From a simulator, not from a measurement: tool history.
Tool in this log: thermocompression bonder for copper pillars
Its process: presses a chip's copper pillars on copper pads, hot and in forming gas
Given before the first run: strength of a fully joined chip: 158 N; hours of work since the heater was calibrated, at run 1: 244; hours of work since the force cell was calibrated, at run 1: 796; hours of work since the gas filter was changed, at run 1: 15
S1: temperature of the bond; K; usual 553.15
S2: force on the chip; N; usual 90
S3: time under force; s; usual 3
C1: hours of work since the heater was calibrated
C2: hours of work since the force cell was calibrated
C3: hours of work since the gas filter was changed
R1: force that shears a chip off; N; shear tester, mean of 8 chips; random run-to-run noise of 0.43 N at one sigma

run,hour,S1,S2,S3,C1,C2,C3,R1
1,0.0,553.15,90,3,244,796,15,56.9
2,11.6,553.15,90,3,254,805,24,56.8
3,36.1,553.15,90,3,273,825,44,56.9
4,49.2,553.15,104,3,284,835,54,62.4
5,72.3,553.15,104,3,302,854,72,61.5
6,95.1,531.15,90,3,320,872,91,42.0
7,105.6,553.15,73,3,328,880,99,46.4
8,121.3,553.15,73,3,341,893,111,46.8
9,140.4,553.15,73,3,356,908,127,46.2
10,161.3,553.15,73,3,373,924,143,45.2
# hour 168.0: forming gas filter changed
11,178.3,568.15,90,3,386,937,8,67.5
12,198.1,568.15,90,3,402,953,24,67.6
13,208.5,568.15,90,3,410,962,32,67.9
14,224.0,533.15,91,2,422,974,45,38.5
15,248.4,536.15,102,3,442,993,64,50.6
16,265.9,536.15,102,3,456,1007,78,50.8
17,279.9,546.15,87,7,467,1018,89,69.6
18,302.6,546.15,87,7,485,1036,107,69.7
# hour 306.0: heater calibrated with a thermocouple chip
19,318.9,546.15,87,7,10,1048,119,69.7
20,334.9,546.15,87,7,23,1061,131,68.6
21,347.6,560.15,90,2,33,1071,141,50.5
# hour 357.4: forming gas filter changed
22,365.9,553.15,90,2,47,1085,7,50.9
23,385.0,548.15,90,5,63,1100,22,68.8
# hour 395.7: heater calibrated with a thermocouple chip, once more
24,402.4,548.15,90,5,5,1112,34,64.5
25,415.8,553.15,90,2,16,1123,45,47.9

5 ways to go on from here, each from the tool as it stands after run 25. What would each give?
# hour 423.6: force cell calibrated
A,428.2,553.15,90,7,25,4,54,?
# hour 423.6: force cell calibrated
B,428.2,553.15,112,3,25,4,54,?
# hour 423.6: force cell calibrated
C,428.2,551.15,112,2,25,4,54,?
# hour 423.6: force cell calibrated
D,428.2,565.15,84,3,25,4,54,?
# hour 423.6: force cell calibrated
E,428.2,553.15,90,2,25,4,54,?

run,R1
A,75.8
B,64.4
C,53.2
D,59.7
E,46.3
What these runs would have given with no unlogged condition in the tool:
run,R1
A,77.0
B,65.4
C,53.9
D,60.6
E,46.9
